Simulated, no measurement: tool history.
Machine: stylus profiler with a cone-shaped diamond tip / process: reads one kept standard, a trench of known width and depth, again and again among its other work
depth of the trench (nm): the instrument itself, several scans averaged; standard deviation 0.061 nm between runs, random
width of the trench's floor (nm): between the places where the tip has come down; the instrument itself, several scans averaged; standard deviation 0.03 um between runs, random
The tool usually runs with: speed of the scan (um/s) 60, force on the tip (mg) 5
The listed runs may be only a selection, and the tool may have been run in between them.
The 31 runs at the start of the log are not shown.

run	hour	speed of the scan (um/s)	force on the tip (mg)	depth of the trench (nm)	width of the trench's floor (nm)
32	2411.8	86	4.12	101.29	27880
33	2507.5	86	4.12	101.38	27910
34	2575.9	86	4.12	101.48	27870
35	2690.8	192	2.1	101.02	27250
36	2739.7	33	13.82	102.59	28110
37	2850.8	225	3.92	101.3	27360
38	2903.6	35	14.33	102.72	28110
# hour 3011.6: height scale calibrated on a step standard
39	3014.8	35	14.33	102.14	28080
40	3110.1	17	4.41	100.97	28020
41	3177	184	14.9	102.26	27800
42	3292.5	60	6.32	101.34	27900
43	3396.9	234	3.66	100.97	27230
44	3489.7	234	3.66	100.94	27270
45	3605.2	60	6.05	101.37	27880
46	3710.3	60	6.05	101.33	27890

Below are 3 alternative next runs, each starting from the tool's condition after run 46. Predict each:
A	3759.6	61	5.71	?	?
B	3759.6	32	7.99	?	?
C	3759.6	37	5	?	?

run	depth of the trench (nm)	width of the trench's floor (nm)
A	101.33	27860
B	101.59	27960
C	101.27	27900
The same runs, with their run-to-run variation unchanged, on a tool lacking any hidden condition would have given:
run	depth of the trench (nm)	width of the trench's floor (nm)
A	101.13	28430
B	101.39	28530
C	101.07	28470
